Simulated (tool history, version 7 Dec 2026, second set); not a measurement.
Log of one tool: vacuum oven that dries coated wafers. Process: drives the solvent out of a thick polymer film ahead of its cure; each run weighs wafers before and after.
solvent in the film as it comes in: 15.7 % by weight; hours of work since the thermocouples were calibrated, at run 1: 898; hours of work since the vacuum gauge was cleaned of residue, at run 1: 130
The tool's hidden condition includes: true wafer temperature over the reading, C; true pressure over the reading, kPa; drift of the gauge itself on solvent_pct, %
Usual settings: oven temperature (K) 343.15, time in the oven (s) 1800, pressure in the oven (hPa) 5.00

run,hour,oven temperature (K),time in the oven (s),pressure in the oven (hPa),hours of work since the thermocouples were calibrated,hours of work since the vacuum gauge was cleaned of residue,solvent left in the film (%)
1,0.0,343.15,1800,5.00,898,130,2.37
2,35.1,343.15,1800,14.51,915,147,2.83
3,70.6,343.15,1800,14.51,932,164,2.97
4,89.6,343.15,3240,5.00,941,174,0.83
5,111.5,341.15,1800,5.00,952,184,2.89
6,130.1,343.15,1800,5.00,961,193,2.14
7,152.9,343.15,1800,5.00,972,204,2.42
# hour 157.0: oven's thermocouples calibrated
8,177.2,343.15,1800,5.00,10,215,2.29
9,197.4,338.15,1800,5.00,20,225,3.95

Predict the results of run 10:
10,218.6,338.15,1800,5.00,30,235,?

Run 10 produced solvent left in the film (%) 4.05.
Take away the tool's hidden state, keep the run-to-run variation as it was, and the same run would have given solvent left in the film (%) 3.12.
